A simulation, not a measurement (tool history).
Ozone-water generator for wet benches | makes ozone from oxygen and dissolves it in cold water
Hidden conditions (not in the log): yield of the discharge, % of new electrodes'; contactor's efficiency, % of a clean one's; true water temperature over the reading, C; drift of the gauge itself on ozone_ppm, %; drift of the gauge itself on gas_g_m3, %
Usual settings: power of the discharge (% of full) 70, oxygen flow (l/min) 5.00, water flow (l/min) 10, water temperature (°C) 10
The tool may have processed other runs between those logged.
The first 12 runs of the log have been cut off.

| run | hour | power of the discharge (% of full) | oxygen flow (l/min) | water flow (l/min) | water temperature (°C) | hours of work since the electrodes were changed | hours of work since the contactor was cleaned | hours of work since the thermometer was calibrated | dissolved ozone (ppm) | ozone in the gas ahead of the water (g/m3) |
|---|---|---|---|---|---|---|---|---|---|---|
| 13 | 927.9 | 70 | 5.00 | 10 | 10 | 1280 | 2931 | 1923 | 50.1 | 256.5 |
| 14 | 973.1 | 70 | 5.00 | 10 | 10 | 1319 | 2969 | 1962 | 49.7 | 255.3 |
| 15 | 1017.0 | 70 | 5.00 | 16 | 10 | 1356 | 3006 | 1999 | 35.1 | 257.7 |
| 16 | 1069.3 | 70 | 3.90 | 16 | 10 | 1400 | 3050 | 2043 | 35.7 | 301.4 |
| 17 | 1149.8 | 70 | 3.90 | 6 | 10 | 1468 | 3119 | 2111 | 71.1 | 303.4 |
| 18 | 1214.7 | 88 | 5.00 | 7 | 13 | 1523 | 3174 | 2166 | 71.6 | 317.3 |
| 19 | 1273.7 | 88 | 5.00 | 7 | 13 | 1573 | 3224 | 2216 | 71.8 | 319.4 |
| 20 | 1367.8 | 88 | 5.00 | 7 | 13 | 1653 | 3304 | 2296 | 71.0 | 319.6 |
| 21 | 1455.6 | 88 | 5.00 | 7 | 5 | 1728 | 3378 | 2371 | 82.6 | 320.1 |
| 22 | 1517.3 | 88 | 5.00 | 7 | 5 | 1780 | 3430 | 2423 | 83.7 | 318.7 |
| 23 | 1587.0 | 88 | 5.00 | 7 | 5 | 1839 | 3489 | 2482 | 82.1 | 320.6 |
| 24 | 1672.9 | 67 | 6.16 | 11 | 6 | 1912 | 3562 | 2555 | 46.7 | 214.5 |
| 25 | 1758.5 | 67 | 6.16 | 11 | 6 | 1984 | 3635 | 2627 | 46.1 | 214.0 |
| 26 | 1840.8 | 67 | 6.16 | 11 | 6 | 2054 | 3705 | 2697 | 46.0 | 214.9 |
| 27 | 1911.9 | 58 | 3.19 | 11 | 6 | 2114 | 3765 | 2757 | 43.6 | 290.5 |
| 28 | 1991.0 | 43 | 8.53 | 9 | 9 | 2181 | 3832 | 2824 | 29.2 | 114.2 |
| 29 | 2046.0 | 52 | 5.00 | 10 | 8 | 2228 | 3879 | 2871 | 39.0 | 196.1 |
| 30 | 2131.9 | 52 | 5.00 | 10 | 8 | 2301 | 3951 | 2944 | 39.3 | 193.6 |
| 31 | 2201.5 | 52 | 5.00 | 10 | 8 | 2360 | 4010 | 3003 | 38.7 | 193.0 |
|  | 2237.9 | water thermometer calibrated |
| 32 | 2297.0 | 52 | 5.00 | 10 | 8 | 2440 | 4091 | 50 | 38.6 | 194.9 |
| 33 | 2370.3 | 86 | 5.00 | 8 | 8 | 2503 | 4153 | 112 | 71.4 | 312.5 |

Here are 4 independent what-if runs from the current tool condition. What would each one return?
| A | 2416.3 | 65 | 5.00 | 12 | 9 | 2542 | 4192 | 151 | ? | ? |
| B | 2416.3 | 74 | 5.00 | 8 | 8 | 2542 | 4192 | 151 | ? | ? |
| C | 2416.3 | 93 | 5.00 | 10 | 8 | 2542 | 4192 | 151 | ? | ? |
| D | 2416.3 | 96 | 5.00 | 12 | 15 | 2542 | 4192 | 151 | ? | ? |

| run | dissolved ozone (ppm) | ozone in the gas ahead of the water (g/m3) |
|---|---|---|
| A | 41.6 | 240.5 |
| B | 61.9 | 271.2 |
| C | 67.5 | 335.8 |
| D | 54.0 | 346.2 |
Stripped of hidden state, with their random variation kept, the same runs would have yielded:
| run | dissolved ozone (ppm) | ozone in the gas ahead of the water (g/m3) |
|---|---|---|
| A | 41.6 | 240.7 |
| B | 62.0 | 271.4 |
| C | 67.6 | 336.1 |
| D | 54.1 | 346.5 |

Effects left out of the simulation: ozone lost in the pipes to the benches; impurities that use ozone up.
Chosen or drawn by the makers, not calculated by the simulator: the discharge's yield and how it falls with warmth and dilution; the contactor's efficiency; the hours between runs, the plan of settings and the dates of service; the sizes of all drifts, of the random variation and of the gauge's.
